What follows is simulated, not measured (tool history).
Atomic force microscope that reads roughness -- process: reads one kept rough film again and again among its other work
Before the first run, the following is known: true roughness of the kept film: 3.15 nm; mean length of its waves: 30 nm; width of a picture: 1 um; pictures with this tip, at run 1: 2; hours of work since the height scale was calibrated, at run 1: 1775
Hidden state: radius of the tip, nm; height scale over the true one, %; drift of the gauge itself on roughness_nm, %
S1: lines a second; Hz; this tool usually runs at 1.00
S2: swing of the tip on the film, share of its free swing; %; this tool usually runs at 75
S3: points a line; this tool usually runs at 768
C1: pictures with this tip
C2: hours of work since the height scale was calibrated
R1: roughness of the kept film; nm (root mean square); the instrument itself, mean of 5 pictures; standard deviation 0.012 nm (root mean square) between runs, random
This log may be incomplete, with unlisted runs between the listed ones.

run,hour,S1,S2,S3,C1,C2,R1
1,0.0,1.00,75,768,2,1775,2.752
2,54.6,1.00,75,318,101,1813,2.471
# hour 70.1: new tip fitted
3,109.8,1.00,75,768,72,1851,2.579
# hour 144.9: new tip fitted
4,167.8,1.00,82,768,41,1891,2.560
# hour 216.5: new tip fitted
5,227.0,1.00,82,768,19,1932,2.604
6,265.8,0.57,75,768,90,1959,2.598
# hour 289.5: new tip fitted
7,330.9,0.57,75,768,75,2004,2.641
# hour 360.0: new tip fitted
8,397.0,1.00,75,743,67,2049,2.577
# hour 432.6: new tip fitted
9,449.2,1.00,75,743,30,2085,2.702
# hour 504.5: new tip fitted
10,504.5,0.88,75,743,0,2123,2.774
11,546.6,0.88,75,743,76,2153,2.595
# hour 579.3: new tip fitted
12,597.1,0.88,75,743,33,2187,2.704
# hour 652.2: new tip fitted
13,661.6,0.88,75,743,17,2232,2.752
14,719.5,0.59,69,735,121,2272,2.594
# hour 724.7: new tip fitted
# hour 725.7: height scale calibrated on a step standard
15,750.3,2.41,73,523,44,17,2.453

Expected results for the next run?
16,782.6,1.12,73,383,103,40,?

R1: 2.493 nm (root mean square)
Were there no unlogged condition in the tool, this run, its random variation unchanged, would have produced R1 2.695 nm (root mean square).
